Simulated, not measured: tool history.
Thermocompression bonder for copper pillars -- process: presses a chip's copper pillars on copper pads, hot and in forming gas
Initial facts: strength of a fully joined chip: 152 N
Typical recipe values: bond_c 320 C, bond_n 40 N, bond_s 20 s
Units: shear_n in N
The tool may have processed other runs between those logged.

run 1 hour=0.0 | bond_c=320 bond_n=40 bond_s=20 | shear_n=77.6
run 2 hour=57.6 | bond_c=320 bond_n=40 bond_s=20 | shear_n=77.8
-- hour=65.7 forming gas filter changed
run 3 hour=149.1 | bond_c=320 bond_n=40 bond_s=20 | shear_n=77.4
run 4 hour=191.3 | bond_c=320 bond_n=40 bond_s=20 | shear_n=77.7
-- hour=232.4 forming gas filter changed
run 5 hour=253.1 | bond_c=320 bond_n=40 bond_s=20 | shear_n=78.5
run 6 hour=352.7 | bond_c=320 bond_n=40 bond_s=20 | shear_n=78.0
-- hour=395.8 forming gas filter changed
run 7 hour=445.2 | bond_c=320 bond_n=40 bond_s=20 | shear_n=77.9
run 8 hour=548.3 | bond_c=320 bond_n=40 bond_s=20 | shear_n=76.5
-- hour=558.0 forming gas filter changed
run 9 hour=607.5 | bond_c=320 bond_n=40 bond_s=20 | shear_n=78.5
run 10 hour=665.9 | bond_c=311 bond_n=42 bond_s=11 | shear_n=59.1
-- hour=723.4 forming gas filter changed
run 11 hour=761.8 | bond_c=350 bond_n=40 bond_s=22 | shear_n=104.8
run 12 hour=835.3 | bond_c=350 bond_n=40 bond_s=22 | shear_n=104.1
-- hour=888.9 forming gas filter changed
run 13 hour=911.6 | bond_c=346 bond_n=32 bond_s=10 | shear_n=66.8
run 14 hour=984.8 | bond_c=319 bond_n=39 bond_s=43 | shear_n=96.0
-- hour=1051.8 forming gas filter changed
run 15 hour=1061.8 | bond_c=320 bond_n=25 bond_s=20 | shear_n=53.7
-- hour=1079.3 force cell calibrated
run 16 hour=1111.4 | bond_c=323 bond_n=45 bond_s=56 | shear_n=115.8
run 17 hour=1156.6 | bond_c=328 bond_n=57 bond_s=20 | shear_n=107.3
-- hour=1214.0 forming gas filter changed
run 18 hour=1230.1 | bond_c=328 bond_n=57 bond_s=20 | shear_n=106.3

4 ways to go on from here, each from the tool as it stands after run 18. What would each give?
run A hour=1287.6 | bond_c=294 bond_n=57 bond_s=10 | shear_n=?
run B hour=1287.6 | bond_c=328 bond_n=42 bond_s=20 | shear_n=?
run C hour=1287.6 | bond_c=324 bond_n=44 bond_s=11 | shear_n=?
run D hour=1287.6 | bond_c=308 bond_n=40 bond_s=33 | shear_n=?

run=A shear_n=61.3
run=B shear_n=88.0
run=C shear_n=71.1
run=D shear_n=81.8
With no hidden state in the tool, these same runs would have given:
run=A shear_n=61.3
run=B shear_n=87.9
run=C shear_n=71.1
run=D shear_n=81.8
